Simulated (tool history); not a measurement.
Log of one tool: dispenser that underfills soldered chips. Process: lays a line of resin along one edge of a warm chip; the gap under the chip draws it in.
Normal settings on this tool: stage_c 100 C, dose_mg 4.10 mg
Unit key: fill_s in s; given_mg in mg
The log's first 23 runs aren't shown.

run,day,stage_c,dose_mg,hours of work since the syringe was changed,hours of work since the valve was cleaned,hours of work since the stage was calibrated,fill_s,given_mg
# day 5.321: new syringe of resin
24,5.400,88,4.00,1,18,206,37.9,3.95
25,5.679,100,3.62,6,23,211,34.1,3.54
# day 5.946: new syringe of resin
26,5.946,100,5.19,0,27,216,22.0,5.08
27,6.188,100,4.80,4,32,220,29.4,4.69
28,6.325,104,3.67,7,34,222,31.8,3.59
29,6.538,107,4.00,11,38,226,36.0,3.90
# day 6.575: new syringe of resin
30,6.792,98,4.62,4,42,231,31.3,4.47
31,7.062,91,5.01,9,47,236,55.1,4.83
# day 7.200: new syringe of resin
32,7.367,92,4.62,3,52,241,35.1,4.42
33,7.533,97,4.25,6,55,244,37.3,4.05
# day 7.829: new syringe of resin
34,7.854,97,4.25,0,61,249,25.9,4.10
35,8.142,114,3.75,6,66,254,21.0,3.60

Here are 5 independent what-if runs from the current tool condition. What would each one return?
A,8.321,103,4.08,9,69,258,?,?
B,8.321,87,3.62,9,69,258,?,?
C,8.321,89,3.82,9,69,258,?,?
D,8.321,95,4.17,9,69,258,?,?
E,8.321,101,3.75,9,69,258,?,?

run,fill_s,given_mg
A,36.5,3.90
B,68.6,3.41
C,62.8,3.62
D,47.5,3.99
E,40.4,3.53
Stripped of hidden state, with their random variation kept, the same runs would have yielded:
run,fill_s,given_mg
A,19.4,4.11
B,35.9,3.59
C,33.2,3.81
D,25.1,4.20
E,21.2,3.72

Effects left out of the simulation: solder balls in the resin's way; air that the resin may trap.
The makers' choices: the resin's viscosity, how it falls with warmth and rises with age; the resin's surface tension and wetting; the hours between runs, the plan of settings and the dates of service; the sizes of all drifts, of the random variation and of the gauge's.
